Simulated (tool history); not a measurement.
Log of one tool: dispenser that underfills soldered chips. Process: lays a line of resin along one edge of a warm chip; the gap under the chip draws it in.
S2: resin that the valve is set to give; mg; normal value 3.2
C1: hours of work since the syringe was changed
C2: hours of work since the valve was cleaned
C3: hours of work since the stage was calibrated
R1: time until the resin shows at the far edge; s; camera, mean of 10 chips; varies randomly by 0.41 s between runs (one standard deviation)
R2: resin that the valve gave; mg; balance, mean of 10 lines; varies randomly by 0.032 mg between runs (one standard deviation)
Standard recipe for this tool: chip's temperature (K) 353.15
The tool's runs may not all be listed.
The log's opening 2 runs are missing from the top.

{"run": 3, "hour": 8.5, "chip's temperature (K)": 343.15, "S2": 3.2, "C1": 4, "C2": 58, "C3": 199, "R1": 75.1, "R2": 3.06}
{"hour": 14.2, "done": "new syringe of resin"}
{"run": 4, "hour": 16.7, "chip's temperature (K)": 364.15, "S2": 3.2, "C1": 2, "C2": 63, "C3": 204, "R1": 20.2, "R2": 3.05}
{"run": 5, "hour": 24.1, "chip's temperature (K)": 353.15, "S2": 3.2, "C1": 7, "C2": 68, "C3": 210, "R1": 51.8, "R2": 3.02}
{"hour": 25.7, "done": "new syringe of resin"}
{"run": 6, "hour": 30.5, "chip's temperature (K)": 353.15, "S2": 3.2, "C1": 3, "C2": 73, "C3": 214, "R1": 40.2, "R2": 3.04}
{"run": 7, "hour": 34.6, "chip's temperature (K)": 355.15, "S2": 3.2, "C1": 6, "C2": 76, "C3": 217, "R1": 45.8, "R2": 3}
{"hour": 37.7, "done": "new syringe of resin"}
{"run": 8, "hour": 39.5, "chip's temperature (K)": 355.15, "S2": 4.13, "C1": 1, "C2": 79, "C3": 220, "R1": 29.4, "R2": 3.91}
{"run": 9, "hour": 43.0, "chip's temperature (K)": 353.15, "S2": 3.11, "C1": 4, "C2": 81, "C3": 222, "R1": 41.4, "R2": 2.94}
{"hour": 49.1, "done": "new syringe of resin"}
{"run": 10, "hour": 49.3, "chip's temperature (K)": 353.15, "S2": 3.11, "C1": 0, "C2": 86, "C3": 227, "R1": 30.6, "R2": 2.96}
{"run": 11, "hour": 54.5, "chip's temperature (K)": 353.15, "S2": 3.24, "C1": 4, "C2": 89, "C3": 230, "R1": 41.7, "R2": 3.05}
{"hour": 60.6, "done": "new syringe of resin"}
{"run": 12, "hour": 61.9, "chip's temperature (K)": 353.15, "S2": 3.24, "C1": 1, "C2": 94, "C3": 235, "R1": 31.7, "R2": 3.01}
{"run": 13, "hour": 69.6, "chip's temperature (K)": 364.15, "S2": 3.2, "C1": 6, "C2": 100, "C3": 241, "R1": 29.7, "R2": 3.03}
{"hour": 72.2, "done": "new syringe of resin"}
{"run": 14, "hour": 76.7, "chip's temperature (K)": 364.15, "S2": 3.2, "C1": 3, "C2": 104, "C3": 246, "R1": 22.8, "R2": 2.96}
{"run": 15, "hour": 81.1, "chip's temperature (K)": 364.15, "S2": 3.2, "C1": 6, "C2": 108, "C3": 249, "R1": 29.2, "R2": 2.97}
{"hour": 83.9, "done": "new syringe of resin"}
{"run": 16, "hour": 87.4, "chip's temperature (K)": 361.15, "S2": 3.2, "C1": 3, "C2": 112, "C3": 253, "R1": 25, "R2": 2.97}
{"hour": 89.1, "done": "dispensing valve cleaned and set on the balance"}
{"run": 17, "hour": 94.3, "chip's temperature (K)": 338.15, "S2": 3.2, "C1": 7, "C2": 4, "C3": 257, "R1": 115.4, "R2": 3.14}

Estimate the outcome of run 18 from the log above:
{"hour": 96.3, "done": "new syringe of resin"}
{"run": 18, "hour": 99.1, "chip's temperature (K)": 355.15, "S2": 3.2, "C1": 2, "C2": 7, "C3": 260, "R1": "?", "R2": "?"}

{"run 18": {"R1": 32.1, "R2": 3.16}}
With no hidden state in the tool, this same run would have given R1 25.7 s, R2 3.18 mg.
